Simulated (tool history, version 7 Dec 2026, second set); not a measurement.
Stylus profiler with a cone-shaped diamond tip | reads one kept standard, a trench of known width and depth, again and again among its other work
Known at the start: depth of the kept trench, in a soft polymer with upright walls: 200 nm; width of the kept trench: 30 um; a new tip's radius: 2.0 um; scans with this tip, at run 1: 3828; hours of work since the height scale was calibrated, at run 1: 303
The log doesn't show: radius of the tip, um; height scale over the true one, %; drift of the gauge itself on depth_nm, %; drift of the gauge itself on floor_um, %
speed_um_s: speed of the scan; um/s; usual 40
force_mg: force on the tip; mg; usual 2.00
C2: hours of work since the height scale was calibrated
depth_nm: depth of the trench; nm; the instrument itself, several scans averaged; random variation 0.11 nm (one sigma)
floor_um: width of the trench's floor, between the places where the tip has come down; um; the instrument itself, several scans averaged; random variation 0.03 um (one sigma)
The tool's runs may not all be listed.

Run 1, hour 0.0: usual settings; scans with this tip 3828; C2 303. Result: depth_nm 202.04 nm, floor_um 27.93 um.
Run 2, hour 37.8: usual settings; scans with this tip 4062; C2 321. Result: depth_nm 201.85 nm, floor_um 27.87 um.
Run 3, hour 76.0: usual settings but speed_um_s 12 um/s; scans with this tip 4298; C2 340. Result: depth_nm 201.94 nm, floor_um 27.92 um.
Run 4, hour 96.1: usual settings but speed_um_s 19 um/s; scans with this tip 4423; C2 350. Result: depth_nm 201.88 nm, floor_um 27.96 um.
Run 5, hour 128.1: usual settings but speed_um_s 19 um/s; scans with this tip 4621; C2 366. Result: depth_nm 201.91 nm, floor_um 27.90 um.
Run 6, hour 162.5: usual settings but speed_um_s 19 um/s; scans with this tip 4834; C2 382. Result: depth_nm 201.93 nm, floor_um 27.84 um.
Run 7, hour 185.1: usual settings but speed_um_s 19 um/s; scans with this tip 4973; C2 393. Result: depth_nm 201.93 nm, floor_um 27.93 um.
Run 8, hour 212.8: usual settings but speed_um_s 19 um/s; scans with this tip 5145; C2 407. Result: depth_nm 202.13 nm, floor_um 27.93 um.
Run 9, hour 251.2: usual settings but speed_um_s 19 um/s; scans with this tip 5382; C2 426. Result: depth_nm 201.93 nm, floor_um 27.91 um.
Run 10, hour 279.9: usual settings but speed_um_s 19 um/s; scans with this tip 5560; C2 440. Result: depth_nm 202.07 nm, floor_um 27.87 um.
Run 11, hour 317.5: usual settings but speed_um_s 19 um/s; scans with this tip 5793; C2 458. Result: depth_nm 202.06 nm, floor_um 27.87 um.
Run 12, hour 356.5: usual settings but speed_um_s 19 um/s; scans with this tip 6034; C2 477. Result: depth_nm 201.85 nm, floor_um 27.82 um.
Run 13, hour 375.9: usual settings; scans with this tip 6154; C2 487. Result: depth_nm 201.98 nm, floor_um 27.76 um.
Run 14, hour 395.0: usual settings but force_mg 0.71 mg; scans with this tip 6273; C2 496. Result: depth_nm 201.25 nm, floor_um 27.74 um.
Run 15, hour 419.0: usual settings but force_mg 0.71 mg; scans with this tip 6421; C2 508. Result: depth_nm 201.29 nm, floor_um 27.66 um.
Run 16, hour 446.5: usual settings but force_mg 1.07 mg; scans with this tip 6591; C2 521. Result: depth_nm 201.68 nm, floor_um 27.69 um.
Run 17, hour 466.4: usual settings; scans with this tip 6714; C2 531. Result: depth_nm 202.05 nm, floor_um 27.74 um.
Run 18, hour 495.8: usual settings; scans with this tip 6896; C2 546. Result: depth_nm 202.20 nm, floor_um 27.77 um.
Run 19, hour 523.3: usual settings; scans with this tip 7066; C2 559. Result: depth_nm 201.93 nm, floor_um 27.77 um.
Run 20, hour 550.9: usual settings but force_mg 1.75 mg; scans with this tip 7237; C2 572. Result: depth_nm 202.01 nm, floor_um 27.67 um.
Run 21, hour 581.4: usual settings but force_mg 1.18 mg; scans with this tip 7426; C2 587. Result: depth_nm 201.63 nm, floor_um 27.66 um.
At hour 585.2: height scale calibrated on a step standard.
Run 22, hour 607.1: usual settings but force_mg 1.18 mg; scans with this tip 7582; C2 11. Result: depth_nm 201.63 nm, floor_um 27.61 um.
Run 23, hour 628.3: usual settings but force_mg 1.18 mg; scans with this tip 7713; C2 21. Result: depth_nm 201.77 nm, floor_um 27.66 um.
Run 24, hour 664.4: usual settings but speed_um_s 50 um/s, force_mg 2.46 mg; scans with this tip 7937; C2 39. Result: depth_nm 202.56 nm, floor_um 27.65 um.
Run 25, hour 688.6: usual settings but speed_um_s 26 um/s, force_mg 0.69 mg; scans with this tip 8086; C2 51. Result: depth_nm 201.42 nm, floor_um 27.68 um.
Run 26, hour 726.9: usual settings but speed_um_s 24 um/s, force_mg 3.08 mg; scans with this tip 8324; C2 69. Result: depth_nm 202.94 nm, floor_um 27.75 um.
Run 27, hour 759.7: usual settings but speed_um_s 33 um/s, force_mg 1.22 mg; scans with this tip 8526; C2 85. Result: depth_nm 201.82 nm, floor_um 27.65 um.
Run 28, hour 776.9: usual settings but speed_um_s 33 um/s, force_mg 1.22 mg; scans with this tip 8633; C2 94. Result: depth_nm 201.88 nm, floor_um 27.61 um.
Run 29, hour 801.2: usual settings but speed_um_s 139 um/s, force_mg 2.75 mg; scans with this tip 8783; C2 106. Result: depth_nm 202.81 nm, floor_um 27.41 um.
At hour 819.2: height scale calibrated on a step standard, once more.
Run 30, hour 831.1: usual settings but speed_um_s 26 um/s, force_mg 2.75 mg; scans with this tip 8965; C2 6. Result: depth_nm 202.16 nm, floor_um 27.67 um.
Run 31, hour 865.3: usual settings but speed_um_s 32 um/s, force_mg 1.50 mg; scans with this tip 9177; C2 23. Result: depth_nm 201.46 nm, floor_um 27.58 um.
Run 32, hour 905.1: usual settings but speed_um_s 83 um/s, force_mg 2.36 mg; scans with this tip 9423; C2 42. Result: depth_nm 201.80 nm, floor_um 27.52 um.
Run 33, hour 939.4: usual settings but speed_um_s 78 um/s, force_mg 1.60 mg; scans with this tip 9636; C2 59. Result: depth_nm 201.72 nm, floor_um 27.49 um.
Run 34, hour 961.3: usual settings but speed_um_s 78 um/s, force_mg 1.60 mg; scans with this tip 9771; C2 70. Result: depth_nm 201.36 nm, floor_um 27.46 um.
Run 35, hour 986.3: usual settings but speed_um_s 148 um/s, force_mg 2.10 mg; scans with this tip 9926; C2 82. Result: depth_nm 201.88 nm, floor_um 27.28 um.
Run 36, hour 1015.6: usual settings but speed_um_s 22 um/s, force_mg 3.21 mg; scans with this tip 10107; C2 96. Result: depth_nm 202.49 nm, floor_um 27.58 um.
Run 37, hour 1051.2: usual settings but speed_um_s 22 um/s, force_mg 3.21 mg; scans with this tip 10328; C2 114. Result: depth_nm 202.31 nm, floor_um 27.63 um.
Run 38, hour 1073.0: usual settings but speed_um_s 15 um/s, force_mg 1.13 mg; scans with this tip 10462; C2 124. Result: depth_nm 201.44 nm, floor_um 27.62 um.

Forecast each of these 4 alternatives for the next run:
Run A, hour 1090.7: usual settings but speed_um_s 11 um/s, force_mg 5.49 mg; scans with this tip 10572; C2 133. Result: depth_nm ?, floor_um ?.
Run B, hour 1090.7: usual settings but speed_um_s 149 um/s, force_mg 1.90 mg; scans with this tip 10572; C2 133. Result: depth_nm ?, floor_um ?.
Run C, hour 1090.7: usual settings but speed_um_s 63 um/s, force_mg 1.94 mg; scans with this tip 10572; C2 133. Result: depth_nm ?, floor_um ?.
Run D, hour 1090.7: usual settings but speed_um_s 55 um/s, force_mg 2.48 mg; scans with this tip 10572; C2 133. Result: depth_nm ?, floor_um ?.

run  depth_nm  floor_um
  A    203.31     27.65
  B    201.77     27.24
  C    201.61     27.43
  D    201.75     27.48
Without the tool's hidden state the same runs would have given:
run  depth_nm  floor_um
  A    203.14     28.23
  B    201.61     27.82
  C    201.45     28.01
  D    201.59     28.06
